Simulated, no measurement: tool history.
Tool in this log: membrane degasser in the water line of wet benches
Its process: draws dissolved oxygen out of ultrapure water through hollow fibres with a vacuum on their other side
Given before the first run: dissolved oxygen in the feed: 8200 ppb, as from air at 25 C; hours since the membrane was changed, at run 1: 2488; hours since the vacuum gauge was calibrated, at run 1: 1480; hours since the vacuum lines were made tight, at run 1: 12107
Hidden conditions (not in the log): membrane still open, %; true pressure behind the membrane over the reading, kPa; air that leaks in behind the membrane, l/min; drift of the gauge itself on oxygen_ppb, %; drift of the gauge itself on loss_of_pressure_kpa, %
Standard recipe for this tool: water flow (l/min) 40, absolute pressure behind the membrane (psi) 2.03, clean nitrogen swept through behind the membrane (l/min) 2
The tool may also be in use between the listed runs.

run	day	water flow (l/min)	absolute pressure behind the membrane (psi)	clean nitrogen swept through behind the membrane (l/min)	hours since the membrane was changed	hours since the vacuum gauge was calibrated	hours since the vacuum lines were made tight	dissolved oxygen in the water behind the degasser (ppb)	pressure that the water loses in the fibres (psi)
1	0	40	2.03	2	2488	1480	12107	466.8	5.455
2	3.658	40	2.03	2	2576	1567	12195	464.8	5.506
3	7.838	40	2.03	2	2676	1668	12295	465.8	5.471
4	12.875	40	2.03	2	2797	1789	12416	465.9	5.487
5	16.362	40	2.03	2	2881	1872	12500	465.6	5.506
6	22.462	40	2.03	2	3027	2019	12647	466.1	5.523
7	29.504	40	2.03	2	3196	2188	12815	465.3	5.542
8	35.242	40	2.99	2	3334	2326	12953	728.5	5.514
9	38.517	40	2.03	1.85	3412	2404	13032	497.8	5.503
10	45.646	40	2.03	1.85	3584	2575	13203	497.5	5.545
11	51.329	40	2.03	2	3720	2712	13339	464.6	5.562
12	54.475	40	2.03	2	3796	2787	13415	463.3	5.548
# day 58.379: seals of the vacuum lines changed
13	59.275	40	2.03	2	3909	2900	21	466.2	5.514
# day 59.592: vacuum gauge calibrated
14	63.104	40	2.03	2	4000	84	113	466.5	5.556
15	67.342	40	2.03	2	4102	186	215	467	5.568
16	74.133	63	2.03	2	4265	349	378	687	8.797
17	77.008	31	2.03	1.42	4334	418	447	497.3	4.289
18	82.588	37	3.67	2	4468	552	581	842.2	5.129
19	88.462	37	3.67	2	4609	693	722	843.1	5.104
# day 95.083: vacuum gauge calibrated, once more
20	95.104	37	3.67	2	4768	0	880	835.6	5.117
21	98.512	37	3.64	2.26	4849	82	962	752.2	5.092
22	103.538	26	3.58	2	4970	203	1083	603.7	3.588
23	107.6	32	1.91	4.53	5068	300	1180	168.4	4.438
24	111.5	40	1.57	4.47	5161	394	1274	163.9	5.553
25	116.471	34	1.46	0.9	5280	513	1393	503.5	4.756
26	121.458	28	2.03	2	5400	633	1513	337.3	3.878
27	128.408	56	2.03	2	5567	800	1680	613.2	7.775
28	133.475	40	2.06	1.39	5688	921	1801	631.5	5.609
29	139.629	26	5.02	1.13	5836	1069	1949	1355.2	3.594
30	146.554	45	2.03	2	6002	1235	2115	512	6.248
31	151.038	35	2.03	0.84	6110	1343	2223	820.2	4.867
32	156.062	32	1.94	2	6231	1463	2343	360.1	4.467

Measured minus without-hidden-state, run by run (identical run-to-run variation in each term; gauge scatter may differ):
run	dissolved oxygen in the water behind the degasser (ppb)	pressure that the water loses in the fibres (psi)
1	+2.7	+0.061
2	+2.7	+0.062
3	+2.9	+0.065
4	+3.1	+0.068
5	+3.2	+0.07
6	+3.4	+0.073
7	+3.6	+0.077
8	+5	+0.08
9	+4	+0.081
10	+4.2	+0.087
11	+4.3	+0.09
12	+4.4	+0.093
13	+2.8	+0.094
14	+3.5	+0.097
15	+3.7	+0.1
16	+6	+0.164
17	+3.9	+0.081
18	+3.9	+0.1
19	+4	+0.103
20	-1	+0.107
21	-0.7	+0.109
22	-0.4	+0.078
23	-0.2	+0.099
24	-0.1	+0.126
25	-3.1	+0.11
26	-0.6	+0.093
27	-0.2	+0.191
28	-1	+0.139
29	+1	+0.093
30	+0.2	+0.167
31	-1.4	+0.133
32	+0.2	+0.123
